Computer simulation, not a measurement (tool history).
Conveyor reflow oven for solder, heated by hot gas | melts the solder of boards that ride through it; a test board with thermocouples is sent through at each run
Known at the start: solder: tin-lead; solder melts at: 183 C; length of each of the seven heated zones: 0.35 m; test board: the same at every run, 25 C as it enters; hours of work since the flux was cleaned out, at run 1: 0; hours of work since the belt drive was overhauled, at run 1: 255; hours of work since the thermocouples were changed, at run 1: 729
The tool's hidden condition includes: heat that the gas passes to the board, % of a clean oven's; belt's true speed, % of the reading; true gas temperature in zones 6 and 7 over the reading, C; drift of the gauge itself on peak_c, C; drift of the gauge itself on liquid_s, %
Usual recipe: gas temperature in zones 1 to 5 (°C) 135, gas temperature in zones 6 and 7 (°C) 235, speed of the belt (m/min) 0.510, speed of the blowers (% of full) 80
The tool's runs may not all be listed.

run    day  gas temperature in zones 1 to 5 (°C)  gas temperature in zones 6 and 7 (°C)  speed of the belt (m/min)  speed of the blowers (% of full)  hours of work since the flux was cleaned out  hours of work since the belt drive was overhauled  hours of work since the thermocouples were changed  highest temperature of the board (°C)  time above the solder's melting point (s)
  1  0.000                                   135                                    235                      0.510                                80                                             0                                                255                                                 729                                 222.07                                       65.1
  2  0.329                                   135                                    235                      0.510                                67                                             5                                                260                                                 734                                 219.57                                       62.4
  3  0.529                                   135                                    235                      0.510                                67                                             8                                                263                                                 737                                 219.48                                       62.9
  4  0.879                                   135                                    235                      0.510                                67                                            13                                                268                                                 743                                 219.58                                       62.4
  5  1.112                                   135                                    227                      0.510                                80                                            17                                                271                                                 746                                 214.71                                       59.6
  6  1.312                                   135                                    235                      0.510                                80                                            20                                                275                                                 749                                 221.85                                       64.8
  7  1.538                                   135                                    235                      0.510                                80                                            23                                                278                                                 753                                 221.81                                       64.7
  8  1.850                                   135                                    235                      0.510                                80                                            28                                                283                                                 758                                 221.61                                       64.8
  9  2.183                                   135                                    235                      0.510                                80                                            33                                                288                                                 763                                 221.79                                       64.9
 10  2.625                                   138                                    235                      0.510                                80                                            40                                                294                                                 769                                 222.04                                       65.9
 11  2.971                                   138                                    235                      0.505                                80                                            45                                                300                                                 775                                 222.39                                       67.1
 12  3.288                                   138                                    235                      0.505                                80                                            50                                                304                                                 779                                 222.41                                       67.0
 13  3.733                                   135                                    235                      0.441                                80                                            57                                                311                                                 786                                 225.45                                       79.2
 14  3.983                                   135                                    235                      0.441                                80                                            61                                                315                                                 790                                 225.62                                       78.5
 15  4.254                                   135                                    236                      0.441                                80                                            65                                                319                                                 794                                 226.23                                       79.6
 16  4.471                                   135                                    235                      0.463                                80                                            68                                                322                                                 797                                 224.16                                       73.6

Expected results for the next run?
 17  4.954                                   135                                    235                      0.463                                80                                            75                                                330                                                 805                                      ?                                          ?

highest temperature of the board (°C): 224.13
time above the solder's melting point (s): 74.0
With the hidden condition absent and the run-to-run variation left alone, this run would have shown highest temperature of the board (°C) 223.75, time above the solder's melting point (s) 73.4.
